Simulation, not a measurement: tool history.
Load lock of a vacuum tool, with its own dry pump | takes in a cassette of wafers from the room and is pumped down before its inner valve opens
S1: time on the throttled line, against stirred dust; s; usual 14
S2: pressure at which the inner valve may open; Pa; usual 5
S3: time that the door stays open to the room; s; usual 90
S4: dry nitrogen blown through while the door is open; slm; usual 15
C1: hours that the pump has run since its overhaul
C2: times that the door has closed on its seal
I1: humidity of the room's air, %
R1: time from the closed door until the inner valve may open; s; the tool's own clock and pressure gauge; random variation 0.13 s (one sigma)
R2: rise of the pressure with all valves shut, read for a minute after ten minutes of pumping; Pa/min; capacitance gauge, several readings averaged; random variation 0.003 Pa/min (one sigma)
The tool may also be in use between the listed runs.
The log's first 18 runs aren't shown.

run      day  S1  S2  S3  S4    C1     C2    I1    R1     R2
 19  336.700  14   5  29  15  4413  11871  45.3  27.1  0.055
 20  359.588  22   5  26  15  4963  12515  42.3  33.6  0.053
 21  372.267  14   5  90  36  5267  12872  44.5  27.6  0.059
 22  394.300  18  10  90   5  5796  13492  44.1  29.7  0.082
 23  413.812   9   6  26  15  6264  14041  42.4  23.7  0.057
 24  435.629  17   5  37  15  6788  14655  43.6  30.1  0.067
 25  452.946  14   4  31  33  7203  15143  43.7  28.6  0.054
 26  466.579  24   6  82  10  7531  15526  43.5  35.0  0.079
 27  483.542  24   6  82  10  7938  16004  43.7  34.9  0.091
 28  503.412  24   6  82  10  8414  16563  44.9  35.0  0.093
 29  521.042  24   6  82  10  8838  17059  43.2  35.2  0.092
 30  543.129  24   6  82  10  9368  17681  48.3  35.1  0.102
 31  569.317  24   6  82  10  9996  18418  43.8  35.9  0.098
     572.529  -- dry pump taken out, an overhauled one fitted
 32  584.967  15   5  90  15   299  18852  44.7  27.0  0.093
 33  609.788  14   8  30  15   894  19550  46.4  25.8  0.090
 34  630.104  27   5  88  15  1382  20122  45.6  36.3  0.106
 35  644.025  27   5  88  15  1716  20514  47.2  36.3  0.107
 36  660.188  27   5  88  15  2104  20969  46.8  36.6  0.105
 37  673.750  27   5  88  15  2429  21351  47.0  36.5  0.112

Forecast each of these 4 alternatives for the next run:
  A  687.833  27   7  92   6  2767  21747  46.9   ?   ?
  B  687.833  14   4  90  15  2767  21747  44.2   ?   ?
  C  687.833  14   5  90  11  2767  21747  47.2   ?   ?
  D  687.833  14   5  90  15  2767  21747  44.2   ?   ?

run    R1     R2
  A  35.9  0.125
  B  27.2  0.107
  C  27.0  0.116
  D  27.0  0.104
Without the tool's hidden state the same runs would have given:
run    R1     R2
  A  35.6  0.048
  B  26.7  0.033
  C  26.6  0.041
  D  26.5  0.028
